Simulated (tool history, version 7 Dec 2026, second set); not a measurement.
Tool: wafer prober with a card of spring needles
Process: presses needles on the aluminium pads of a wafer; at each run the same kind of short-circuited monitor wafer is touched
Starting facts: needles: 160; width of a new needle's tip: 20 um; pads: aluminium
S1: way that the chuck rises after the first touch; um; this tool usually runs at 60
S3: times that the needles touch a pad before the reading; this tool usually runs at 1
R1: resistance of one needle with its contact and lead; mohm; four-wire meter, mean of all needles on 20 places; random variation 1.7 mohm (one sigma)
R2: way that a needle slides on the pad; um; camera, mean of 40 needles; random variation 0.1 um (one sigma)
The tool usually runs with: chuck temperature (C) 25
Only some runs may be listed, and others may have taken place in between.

run 1 hour=0.0 | S1=60 chuck_temperature_(C)=25 S3=1 | R1=180 R2=12.46
run 2 hour=18.7 | S1=60 chuck_temperature_(C)=25 S3=1 | R1=179 R2=12.26
run 3 hour=35.8 | S1=60 chuck_temperature_(C)=25 S3=1 | R1=177 R2=12.40
run 4 hour=46.7 | S1=60 chuck_temperature_(C)=25 S3=1 | R1=177 R2=12.35
run 5 hour=57.5 | S1=60 chuck_temperature_(C)=25 S3=1 | R1=178 R2=12.49
run 6 hour=65.4 | S1=60 chuck_temperature_(C)=25 S3=1 | R1=182 R2=12.44
run 7 hour=73.7 | S1=60 chuck_temperature_(C)=25 S3=1 | R1=178 R2=12.34
run 8 hour=82.6 | S1=60 chuck_temperature_(C)=25 S3=1 | R1=180 R2=12.43
run 9 hour=97.1 | S1=60 chuck_temperature_(C)=25 S3=1 | R1=179 R2=12.25
run 10 hour=105.0 | S1=60 chuck_temperature_(C)=25 S3=2 | R1=178 R2=12.39
run 11 hour=115.0 | S1=60 chuck_temperature_(C)=37 S3=1 | R1=178 R2=12.42
run 12 hour=124.7 | S1=60 chuck_temperature_(C)=37 S3=1 | R1=182 R2=12.48
run 13 hour=138.6 | S1=60 chuck_temperature_(C)=37 S3=1 | R1=183 R2=12.09
run 14 hour=148.5 | S1=60 chuck_temperature_(C)=25 S3=2 | R1=181 R2=12.30
run 15 hour=156.9 | S1=60 chuck_temperature_(C)=25 S3=1 | R1=179 R2=12.23
run 16 hour=170.2 | S1=60 chuck_temperature_(C)=33 S3=1 | R1=177 R2=12.52
run 17 hour=185.0 | S1=60 chuck_temperature_(C)=87 S3=2 | R1=192 R2=12.39
run 18 hour=203.6 | S1=60 chuck_temperature_(C)=35 S3=2 | R1=180 R2=12.40
run 19 hour=214.4 | S1=60 chuck_temperature_(C)=51 S3=1 | R1=184 R2=12.50
run 20 hour=230.0 | S1=60 chuck_temperature_(C)=51 S3=1 | R1=186 R2=12.38
run 21 hour=248.2 | S1=60 chuck_temperature_(C)=35 S3=1 | R1=181 R2=12.49
run 22 hour=267.0 | S1=60 chuck_temperature_(C)=35 S3=2 | R1=181 R2=12.47
run 23 hour=277.4 | S1=73 chuck_temperature_(C)=89 S3=1 | R1=189 R2=14.88
run 24 hour=295.6 | S1=53 chuck_temperature_(C)=94 S3=1 | R1=197 R2=10.89
run 25 hour=312.4 | S1=53 chuck_temperature_(C)=94 S3=1 | R1=196 R2=10.87
run 26 hour=325.8 | S1=47 chuck_temperature_(C)=39 S3=2 | R1=183 R2=9.79
run 27 hour=338.1 | S1=63 chuck_temperature_(C)=26 S3=1 | R1=180 R2=13.00
run 28 hour=352.8 | S1=64 chuck_temperature_(C)=41 S3=1 | R1=182 R2=13.15
run 29 hour=369.8 | S1=56 chuck_temperature_(C)=93 S3=1 | R1=193 R2=11.48
run 30 hour=387.6 | S1=56 chuck_temperature_(C)=93 S3=1 | R1=193 R2=11.55
run 31 hour=397.0 | S1=65 chuck_temperature_(C)=48 S3=1 | R1=184 R2=13.43
run 32 hour=406.7 | S1=70 chuck_temperature_(C)=25 S3=3 | R1=177 R2=14.48

Taken out of this log: 29 entries between the listed runs. Where each belongs, and how the hidden state differs across it:
Logged between run 1 and run 2: tips cleaned on abrasive film (hour 4.9); tips cleaned on abrasive film (hour 18.6)
  debris on the tips, nm: 1.4 -> 0.2; way that the needles fall short of the set height, um: 0.03 -> 0.04
Logged between run 2 and run 3: tips cleaned on abrasive film (hour 32.2)
  debris on the tips, nm: 0.2 -> 0.8
Logged between run 3 and run 4: tips cleaned on abrasive film (hour 46.7)
  debris on the tips, nm: 0.8 -> 0.1
Logged between run 5 and run 6: tips cleaned on abrasive film (hour 61.0)
  debris on the tips, nm: 1.3 -> 0.7
Logged between run 7 and run 8: tips cleaned on abrasive film (hour 74.7)
  debris on the tips, nm: 1.5 -> 1.2
Logged between run 8 and run 9: tips cleaned on abrasive film (hour 88.9)
  the hidden state is the same at both runs
Logged between run 9 and run 10: tips cleaned on abrasive film (hour 102.8)
  debris on the tips, nm: 1.2 -> 0.5
Logged between run 11 and run 12: tips cleaned on abrasive film (hour 116.6)
  debris on the tips, nm: 1.6 -> 1.2
Logged between run 12 and run 13: tips cleaned on abrasive film (hour 131.0)
  debris on the tips, nm: 1.2 -> 1.1; tips' diameter, um: 20.01 -> 20.02
Logged between run 13 and run 14: tips cleaned on abrasive film (hour 145.2)
  debris on the tips, nm: 1.1 -> 0.6
Logged between run 15 and run 16: tips cleaned on abrasive film (hour 158.9)
  debris on the tips, nm: 1.4 -> 1.5; way that the needles fall short of the set height, um: 0.04 -> 0.05
Logged between run 16 and run 17: tips cleaned on abrasive film (hour 172.6)
  debris on the tips, nm: 1.5 -> 1.4
Logged between run 17 and run 18: tips cleaned on abrasive film (hour 186.8); tips cleaned on abrasive film (hour 201.5)
  debris on the tips, nm: 1.4 -> 0.4
Logged between run 19 and run 20: tips cleaned on abrasive film (hour 215.5); tips cleaned on abrasive film (hour 229.9)
  debris on the tips, nm: 1.6 -> 0.1
Logged between run 20 and run 21: tips cleaned on abrasive film (hour 244.3)
  debris on the tips, nm: 0.1 -> 0.7
Logged between run 21 and run 22: tips cleaned on abrasive film (hour 258.1)
  debris on the tips, nm: 0.7 -> 1.3
Logged between run 22 and run 23: tips cleaned on abrasive film (hour 271.7)
  debris on the tips, nm: 1.3 -> 0.9
Logged between run 23 and run 24: tips cleaned on abrasive film (hour 285.7)
  debris on the tips, nm: 0.9 -> 1.4; way that the needles fall short of the set height, um: 0.05 -> 0.06
Logged between run 24 and run 25: tips cleaned on abrasive film (hour 299.8)
  debris on the tips, nm: 1.4 -> 1.6
Logged between run 25 and run 26: tips cleaned on abrasive film (hour 313.5)
  the hidden state is the same at both runs
Logged between run 26 and run 27: tips cleaned on abrasive film (hour 327.5)
  debris on the tips, nm: 1.6 -> 1.4
Logged between run 27 and run 28: tips cleaned on abrasive film (hour 341.1)
  the hidden state is the same at both runs
Logged between run 28 and run 29: tips cleaned on abrasive film (hour 355.1); tips cleaned on abrasive film (hour 369.2)
  debris on the tips, nm: 1.4 -> 0.2
Logged between run 29 and run 30: tips cleaned on abrasive film (hour 383.7)
  debris on the tips, nm: 0.2 -> 0.7
Logged between run 31 and run 32: tips cleaned on abrasive film (hour 398.3)
  debris on the tips, nm: 1.7 -> 1.2
